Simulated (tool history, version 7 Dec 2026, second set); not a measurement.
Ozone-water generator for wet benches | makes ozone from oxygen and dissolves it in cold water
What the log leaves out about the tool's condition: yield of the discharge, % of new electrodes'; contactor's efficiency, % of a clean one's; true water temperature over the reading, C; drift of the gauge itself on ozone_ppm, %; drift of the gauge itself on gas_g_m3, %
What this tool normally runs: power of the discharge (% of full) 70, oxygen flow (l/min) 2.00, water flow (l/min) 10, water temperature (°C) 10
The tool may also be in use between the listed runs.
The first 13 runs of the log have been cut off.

run      day  power of the discharge (% of full)  oxygen flow (l/min)  water flow (l/min)  water temperature (°C)  hours of work since the electrodes were changed  hours of work since the contactor was cleaned  hours of work since the thermometer was calibrated  dissolved ozone (ppm)  ozone in the gas ahead of the water (g/m3)
 14   45.267                                  70                 2.00                  10                      10                                             2861                                           1622                                                1866                   19.8                                       191.4
 15   48.421                                  70                 2.00                  10                      10                                             2912                                           1673                                                1917                   19.8                                       188.5
 16   52.512                                  70                 2.00                  10                      17                                             2978                                           1739                                                1983                   18.6                                       190.4
 17   54.717                                  74                 2.00                  10                      10                                             3014                                           1775                                                2019                   20.3                                       194.9
 18   58.146                                  76                 1.38                  10                      10                                             3069                                           1830                                                2074                   20.0                                       245.6
 19   61.962                                  76                 1.38                  10                      10                                             3131                                           1892                                                2136                   20.0                                       244.8
 20   64.875                                  76                 1.38                  10                      10                                             3178                                           1939                                                2183                   19.9                                       246.9
 21   68.708                                  76                 1.38                  10                      10                                             3240                                           2001                                                2245                   20.0                                       246.0
 22   71.679                                  70                 1.24                  13                       5                                             3288                                           2049                                                2293                   14.6                                       247.8
 23   76.192                                  82                 3.28                   9                       7                                             3361                                           2122                                                2366                   24.5                                       152.3
 24   79.842                                  56                 3.28                   8                       7                                             3420                                           2181                                                2425                   21.6                                       123.9
 25   84.625                                  44                 1.38                   8                       9                                             3497                                           2258                                                2502                   18.4                                       180.5
 26   87.179                                  70                 2.00                  10                       8                                             3538                                           2299                                                2543                   19.7                                       187.6
 27   91.492                                  70                 2.00                  10                       8                                             3608                                           2369                                                2613                   19.9                                       186.7
 28   94.300                                  42                 2.55                  12                       8                                             3653                                           2414                                                2658                   13.0                                       122.4
      95.321  -- water thermometer calibrated
 29   98.562                                  70                 2.00                  10                      10                                             3722                                           2483                                                  52                   19.4                                       186.6
 30  101.171                                  92                 2.00                   9                       5                                             3764                                           2525                                                  94                   26.0                                       215.3
 31  106.438                                  86                 3.57                  13                       6                                             3849                                           2610                                                 180                   18.5                                       144.5
 32  111.667                                  85                 1.18                  10                      13                                             3933                                           2694                                                 264                   19.4                                       279.5
     114.375  -- contactor cleaned
 33  114.629                                  70                 2.00                  10                       5                                             3978                                              4                                                 309                   20.5                                       184.4
 34  119.625                                  70                 1.87                  10                       5                                             4059                                             85                                                 390                   20.3                                       193.2

Alternative continuations, all from the tool just after run 34; predict every row:
  A  125.021                                  70                 2.00                  10                      10                                             4146                                            172                                                 477                      ?                                           ?
  B  125.021                                  66                 2.00                   9                      10                                             4146                                            172                                                 477                      ?                                           ?
  C  125.021                                  54                 3.14                  10                      10                                             4146                                            172                                                 477                      ?                                           ?

run  dissolved ozone (ppm)  ozone in the gas ahead of the water (g/m3)
  A                   19.8                                       185.3
  B                   20.9                                       180.4
  C                   17.4                                       122.0
Had the tool no hidden state, the same runs would have come out as:
run  dissolved ozone (ppm)  ozone in the gas ahead of the water (g/m3)
  A                   21.5                                       200.3
  B                   22.7                                       194.5
  C                   18.6                                       130.5

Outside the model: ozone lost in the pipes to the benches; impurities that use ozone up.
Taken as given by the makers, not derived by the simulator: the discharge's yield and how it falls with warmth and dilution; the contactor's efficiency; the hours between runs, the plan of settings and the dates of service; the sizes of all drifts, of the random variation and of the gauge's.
